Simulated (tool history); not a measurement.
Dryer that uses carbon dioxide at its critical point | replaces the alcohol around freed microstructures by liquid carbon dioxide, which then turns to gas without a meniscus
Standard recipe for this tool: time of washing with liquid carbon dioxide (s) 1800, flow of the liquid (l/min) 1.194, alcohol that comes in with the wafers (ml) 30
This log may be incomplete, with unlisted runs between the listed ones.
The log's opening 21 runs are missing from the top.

run     day  time of washing with liquid carbon dioxide (s)  flow of the liquid (l/min)  alcohol that comes in with the wafers (ml)  hours of work since the filter was changed  hours of work since the purifier's bed was changed  alcohol left in the vessel before it's heated (ppm by volume)
 22  36.321                                            1800                       1.194                                          30                                         130                                                  30                                                             23
 23    37.7                                            1800                       1.194                                          30                                         143                                                  43                                                             30
 24  39.592                                            1140                        1.02                                          92                                         161                                                  61                                                            447
 25  41.829                                            1800                        0.84                                          37                                         182                                                  82                                                             94
 26  42.854                                            1260                        0.79                                          93                                         192                                                  92                                                            803
 27    43.9                                            1260                        0.93                                          93                                         202                                                 101                                                            475
 28  44.858                                            1260                        0.93                                          93                                         211                                                 110                                                            474
 29  46.075                                            1260                        0.93                                          93                                         222                                                 122                                                            491
 30  47.625                                            1800                        1.29                                          30                                         237                                                 136                                                             60
 31    48.9                                            2160                       1.194                                          30                                         249                                                 148                                                             63
 32  50.771                                            2160                       1.194                                          30                                         266                                                 166                                                             66
 33  52.504                                            2640                        1.75                                          26                                         283                                                 182                                                             58
 34  53.508                                            2640                        1.75                                          26                                         292                                                 192                                                             70
 35  55.492                                            2640                        1.75                                          26                                         311                                                 210                                                             80
     56.188  -- inlet filter changed
 36  57.062                                            2640                        1.75                                          26                                           8                                                 225                                                             87
 37  58.758                                            1980                       1.194                                          88                                          24                                                 241                                                             99
 38  59.958                                            1800                       1.194                                          37                                          35                                                 252                                                            108
 39  60.975                                            1200                       1.194                                         108                                          45                                                 262                                                            257
 40  62.317                                            1320                        1.84                                          87                                          58                                                 274                                                            116
 41  64.517                                            1980                         1.3                                          30                                          78                                                 295                                                            109
 42  66.062                                            1980                         1.3                                          30                                          93                                                 309                                                            127
 43  67.558                                            1980                         1.3                                          30                                         107                                                 323                                                            123
 44  69.792                                            1980                         1.3                                          30                                         128                                                 344                                                            137
 45  71.862                                            1680                        0.86                                          36                                         147                                                 364                                                            199
 46  72.958                                            1680                        0.86                                          36                                         158                                                 374                                                            200

Each row is a separate what-if for the run after 46, all from the same tool condition, not one after another. Results?
  A  74.579                                            1800                        1.28                                          28                                         173                                                 389                                                              ?
  B  74.579                                            1800                       1.194                                          95                                         173                                                 389                                                              ?
  C  74.579                                            2460                        1.59                                          90                                         173                                                 389                                                              ?
  D  74.579                                            2520                        0.85                                          93                                         173                                                 389                                                              ?

run  alcohol left in the vessel before it's heated (ppm by volume)
  A                                                            149
  B                                                            166
  C                                                            153
  D                                                            165
With the hidden condition removed and each run's random variation left untouched, the same runs would have given:
run  alcohol left in the vessel before it's heated (ppm by volume)
  A                                                              4
  B                                                             18
  C                                                              9
  D                                                             16
